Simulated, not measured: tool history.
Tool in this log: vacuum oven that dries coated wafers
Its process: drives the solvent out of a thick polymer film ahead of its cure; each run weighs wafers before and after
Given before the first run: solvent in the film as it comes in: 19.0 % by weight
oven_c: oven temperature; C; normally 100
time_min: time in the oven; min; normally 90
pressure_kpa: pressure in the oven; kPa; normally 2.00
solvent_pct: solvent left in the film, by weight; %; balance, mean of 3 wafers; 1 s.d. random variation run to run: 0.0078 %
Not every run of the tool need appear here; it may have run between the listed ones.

run 1 hour=0.0 | oven_c=100 time_min=90 pressure_kpa=2.00 | solvent_pct=1.050
run 2 hour=10.7 | oven_c=100 time_min=61 pressure_kpa=2.00 | solvent_pct=2.160
run 3 hour=28.4 | oven_c=100 time_min=90 pressure_kpa=2.00 | solvent_pct=1.044
run 4 hour=51.7 | oven_c=100 time_min=90 pressure_kpa=3.54 | solvent_pct=1.363
run 5 hour=71.5 | oven_c=100 time_min=113 pressure_kpa=2.00 | solvent_pct=0.707
run 6 hour=87.0 | oven_c=100 time_min=113 pressure_kpa=2.00 | solvent_pct=0.716
run 7 hour=97.9 | oven_c=100 time_min=113 pressure_kpa=2.00 | solvent_pct=0.718
run 8 hour=121.1 | oven_c=100 time_min=113 pressure_kpa=2.00 | solvent_pct=0.704
run 9 hour=132.4 | oven_c=100 time_min=113 pressure_kpa=3.75 | solvent_pct=1.084
run 10 hour=146.0 | oven_c=100 time_min=113 pressure_kpa=3.75 | solvent_pct=1.062
run 11 hour=159.4 | oven_c=100 time_min=113 pressure_kpa=3.75 | solvent_pct=1.067
run 12 hour=182.3 | oven_c=100 time_min=90 pressure_kpa=4.65 | solvent_pct=1.581
run 13 hour=202.8 | oven_c=100 time_min=90 pressure_kpa=4.65 | solvent_pct=1.575
run 14 hour=221.8 | oven_c=100 time_min=90 pressure_kpa=4.65 | solvent_pct=1.570
run 15 hour=233.5 | oven_c=100 time_min=90 pressure_kpa=4.65 | solvent_pct=1.580
run 16 hour=244.4 | oven_c=109 time_min=90 pressure_kpa=2.00 | solvent_pct=0.377
run 17 hour=260.3 | oven_c=109 time_min=90 pressure_kpa=2.00 | solvent_pct=0.376
run 18 hour=276.8 | oven_c=86 time_min=90 pressure_kpa=2.00 | solvent_pct=5.073
run 19 hour=291.1 | oven_c=100 time_min=45 pressure_kpa=2.00 | solvent_pct=3.451
run 20 hour=303.6 | oven_c=100 time_min=90 pressure_kpa=2.00 | solvent_pct=1.040
run 21 hour=319.8 | oven_c=96 time_min=90 pressure_kpa=2.00 | solvent_pct=1.782
run 22 hour=343.1 | oven_c=96 time_min=90 pressure_kpa=2.00 | solvent_pct=1.772
run 23 hour=358.1 | oven_c=100 time_min=90 pressure_kpa=1.16 | solvent_pct=0.864
run 24 hour=375.5 | oven_c=100 time_min=111 pressure_kpa=5.70 | solvent_pct=1.475
run 25 hour=398.4 | oven_c=107 time_min=84 pressure_kpa=2.37 | solvent_pct=0.549
run 26 hour=417.4 | oven_c=98 time_min=93 pressure_kpa=1.31 | solvent_pct=1.134
run 27 hour=428.9 | oven_c=109 time_min=93 pressure_kpa=1.10 | solvent_pct=0.230
run 28 hour=441.7 | oven_c=107 time_min=90 pressure_kpa=1.52 | solvent_pct=0.348
run 29 hour=454.0 | oven_c=107 time_min=90 pressure_kpa=1.52 | solvent_pct=0.361
run 30 hour=466.0 | oven_c=101 time_min=76 pressure_kpa=7.59 | solvent_pct=2.328
run 31 hour=488.3 | oven_c=100 time_min=120 pressure_kpa=1.26 | solvent_pct=0.505
run 32 hour=503.6 | oven_c=105 time_min=53 pressure_kpa=1.26 | solvent_pct=1.325
run 33 hour=525.2 | oven_c=108 time_min=110 pressure_kpa=2.81 | solvent_pct=0.492
run 34 hour=539.5 | oven_c=108 time_min=110 pressure_kpa=2.81 | solvent_pct=0.486
run 35 hour=555.3 | oven_c=108 time_min=110 pressure_kpa=2.81 | solvent_pct=0.496
run 36 hour=567.3 | oven_c=108 time_min=110 pressure_kpa=2.81 | solvent_pct=0.484
run 37 hour=583.3 | oven_c=108 time_min=110 pressure_kpa=1.63 | solvent_pct=0.307
run 38 hour=605.1 | oven_c=108 time_min=110 pressure_kpa=1.63 | solvent_pct=0.293
run 39 hour=625.7 | oven_c=108 time_min=110 pressure_kpa=1.63 | solvent_pct=0.308
run 40 hour=644.0 | oven_c=100 time_min=54 pressure_kpa=3.45 | solvent_pct=2.855

What does the tool deliver on the next run?
run 41 hour=667.1 | oven_c=100 time_min=54 pressure_kpa=1.20 | solvent_pct=?

{"run 41": {"solvent_pct": 2.431}}
The same run, on a tool lacking any hidden state, would have yielded solvent_pct 2.488 %.
